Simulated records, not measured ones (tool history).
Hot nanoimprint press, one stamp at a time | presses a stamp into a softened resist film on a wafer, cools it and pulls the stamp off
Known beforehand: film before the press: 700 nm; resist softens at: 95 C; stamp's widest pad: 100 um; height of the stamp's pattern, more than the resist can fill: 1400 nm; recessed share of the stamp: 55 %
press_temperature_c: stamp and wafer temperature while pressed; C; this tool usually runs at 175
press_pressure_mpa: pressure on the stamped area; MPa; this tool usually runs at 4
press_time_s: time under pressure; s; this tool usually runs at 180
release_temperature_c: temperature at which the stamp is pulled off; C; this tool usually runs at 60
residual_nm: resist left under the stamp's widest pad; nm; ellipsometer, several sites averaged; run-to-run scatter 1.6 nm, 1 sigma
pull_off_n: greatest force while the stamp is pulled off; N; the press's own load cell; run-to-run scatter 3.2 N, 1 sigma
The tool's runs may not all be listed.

{"run": 1, "hour": 0.0, "press_temperature_c": 175, "press_pressure_mpa": 4, "press_time_s": 180, "release_temperature_c": 60, "residual_nm": 262.7, "pull_off_n": 157}
{"run": 2, "hour": 38.9, "press_temperature_c": 175, "press_pressure_mpa": 4, "press_time_s": 180, "release_temperature_c": 60, "residual_nm": 268.1, "pull_off_n": 159}
{"run": 3, "hour": 86.9, "press_temperature_c": 175, "press_pressure_mpa": 4, "press_time_s": 180, "release_temperature_c": 60, "residual_nm": 271.9, "pull_off_n": 161}
{"run": 4, "hour": 123.4, "press_temperature_c": 175, "press_pressure_mpa": 4, "press_time_s": 180, "release_temperature_c": 60, "residual_nm": 272.4, "pull_off_n": 174}
{"run": 5, "hour": 176.5, "press_temperature_c": 175, "press_pressure_mpa": 4, "press_time_s": 180, "release_temperature_c": 60, "residual_nm": 270.8, "pull_off_n": 178}
{"run": 6, "hour": 200.4, "press_temperature_c": 175, "press_pressure_mpa": 4, "press_time_s": 180, "release_temperature_c": 60, "residual_nm": 270.8, "pull_off_n": 196}
{"hour": 219.7, "done": "plate thermocouple calibrated"}
{"run": 7, "hour": 242.1, "press_temperature_c": 175, "press_pressure_mpa": 4, "press_time_s": 180, "release_temperature_c": 60, "residual_nm": 284.4, "pull_off_n": 197}
{"run": 8, "hour": 272.8, "press_temperature_c": 175, "press_pressure_mpa": 4, "press_time_s": 180, "release_temperature_c": 60, "residual_nm": 280.2, "pull_off_n": 200}
{"run": 9, "hour": 318.7, "press_temperature_c": 175, "press_pressure_mpa": 2.46, "press_time_s": 180, "release_temperature_c": 60, "residual_nm": 351.7, "pull_off_n": 215}
{"hour": 348.7, "done": "stamp cleaned and given a new release coat"}
{"run": 10, "hour": 369.3, "press_temperature_c": 175, "press_pressure_mpa": 4, "press_time_s": 180, "release_temperature_c": 60, "residual_nm": 286.5, "pull_off_n": 161}
{"run": 11, "hour": 420.2, "press_temperature_c": 175, "press_pressure_mpa": 4, "press_time_s": 180, "release_temperature_c": 60, "residual_nm": 290.1, "pull_off_n": 167}
{"run": 12, "hour": 457.2, "press_temperature_c": 175, "press_pressure_mpa": 4, "press_time_s": 180, "release_temperature_c": 60, "residual_nm": 286.6, "pull_off_n": 175}
{"run": 13, "hour": 491.9, "press_temperature_c": 175, "press_pressure_mpa": 4, "press_time_s": 180, "release_temperature_c": 60, "residual_nm": 290.9, "pull_off_n": 186}
{"hour": 518.2, "done": "plate thermocouple calibrated, once more"}
{"run": 14, "hour": 535.8, "press_temperature_c": 175, "press_pressure_mpa": 4, "press_time_s": 180, "release_temperature_c": 60, "residual_nm": 256.1, "pull_off_n": 181}
{"run": 15, "hour": 586.1, "press_temperature_c": 175, "press_pressure_mpa": 4, "press_time_s": 180, "release_temperature_c": 60, "residual_nm": 260, "pull_off_n": 185}
{"run": 16, "hour": 633.0, "press_temperature_c": 175, "press_pressure_mpa": 4, "press_time_s": 180, "release_temperature_c": 59, "residual_nm": 256.7, "pull_off_n": 192}
{"run": 17, "hour": 672.6, "press_temperature_c": 171, "press_pressure_mpa": 4, "press_time_s": 331, "release_temperature_c": 53, "residual_nm": 232.2, "pull_off_n": 218}
{"hour": 701.7, "done": "stamp cleaned and given a new release coat"}
{"run": 18, "hour": 726.1, "press_temperature_c": 171, "press_pressure_mpa": 4, "press_time_s": 331, "release_temperature_c": 53, "residual_nm": 236.3, "pull_off_n": 170}
{"run": 19, "hour": 749.8, "press_temperature_c": 175, "press_pressure_mpa": 4, "press_time_s": 193, "release_temperature_c": 52, "residual_nm": 252.8, "pull_off_n": 181}
{"run": 20, "hour": 788.6, "press_temperature_c": 182, "press_pressure_mpa": 4, "press_time_s": 146, "release_temperature_c": 60, "residual_nm": 227, "pull_off_n": 165}
{"run": 21, "hour": 830.0, "press_temperature_c": 182, "press_pressure_mpa": 4, "press_time_s": 146, "release_temperature_c": 60, "residual_nm": 228.4, "pull_off_n": 178}
{"run": 22, "hour": 859.1, "press_temperature_c": 185, "press_pressure_mpa": 4, "press_time_s": 146, "release_temperature_c": 60, "residual_nm": 206.6, "pull_off_n": 176}
{"run": 23, "hour": 894.7, "press_temperature_c": 169, "press_pressure_mpa": 4, "press_time_s": 281, "release_temperature_c": 60, "residual_nm": 278.3, "pull_off_n": 189}
{"run": 24, "hour": 919.0, "press_temperature_c": 175, "press_pressure_mpa": 5.76, "press_time_s": 114, "release_temperature_c": 60, "residual_nm": 274.6, "pull_off_n": 185}
{"run": 25, "hour": 965.2, "press_temperature_c": 175, "press_pressure_mpa": 5.76, "press_time_s": 203, "release_temperature_c": 60, "residual_nm": 217.1, "pull_off_n": 188}
{"run": 26, "hour": 1012.4, "press_temperature_c": 175, "press_pressure_mpa": 5.76, "press_time_s": 119, "release_temperature_c": 60, "residual_nm": 270.6, "pull_off_n": 207}
{"hour": 1050.9, "done": "stamp cleaned and given a new release coat"}
{"run": 27, "hour": 1062.5, "press_temperature_c": 175, "press_pressure_mpa": 5.76, "press_time_s": 224, "release_temperature_c": 60, "residual_nm": 208.3, "pull_off_n": 163}
{"run": 28, "hour": 1115.0, "press_temperature_c": 168, "press_pressure_mpa": 2.52, "press_time_s": 103, "release_temperature_c": 51, "residual_nm": 490.1, "pull_off_n": 189}
{"run": 29, "hour": 1164.8, "press_temperature_c": 168, "press_pressure_mpa": 2.52, "press_time_s": 103, "release_temperature_c": 51, "residual_nm": 496.9, "pull_off_n": 193}
{"run": 30, "hour": 1208.3, "press_temperature_c": 168, "press_pressure_mpa": 2.52, "press_time_s": 103, "release_temperature_c": 59, "residual_nm": 492.2, "pull_off_n": 179}

Alternative continuations, all from the tool just after run 30; predict every row:
{"run": "A", "hour": 1265.4, "press_temperature_c": 165, "press_pressure_mpa": 2.52, "press_time_s": 307, "release_temperature_c": 64, "residual_nm": "?", "pull_off_n": "?"}
{"run": "B", "hour": 1265.4, "press_temperature_c": 168, "press_pressure_mpa": 2.52, "press_time_s": 207, "release_temperature_c": 59, "residual_nm": "?", "pull_off_n": "?"}
{"run": "C", "hour": 1265.4, "press_temperature_c": 175, "press_pressure_mpa": 4.53, "press_time_s": 126, "release_temperature_c": 60, "residual_nm": "?", "pull_off_n": "?"}
{"run": "D", "hour": 1265.4, "press_temperature_c": 168, "press_pressure_mpa": 4.31, "press_time_s": 266, "release_temperature_c": 59, "residual_nm": "?", "pull_off_n": "?"}

run=A residual_nm=388.3 pull_off_n=186
run=B residual_nm=405.7 pull_off_n=188
run=C residual_nm=304.8 pull_off_n=191
run=D residual_nm=295.5 pull_off_n=193
With no hidden state in the tool, these same runs would have given:
run=A residual_nm=355.8 pull_off_n=150
run=B residual_nm=373.7 pull_off_n=152
run=C residual_nm=275.3 pull_off_n=155
run=D residual_nm=265.2 pull_off_n=156

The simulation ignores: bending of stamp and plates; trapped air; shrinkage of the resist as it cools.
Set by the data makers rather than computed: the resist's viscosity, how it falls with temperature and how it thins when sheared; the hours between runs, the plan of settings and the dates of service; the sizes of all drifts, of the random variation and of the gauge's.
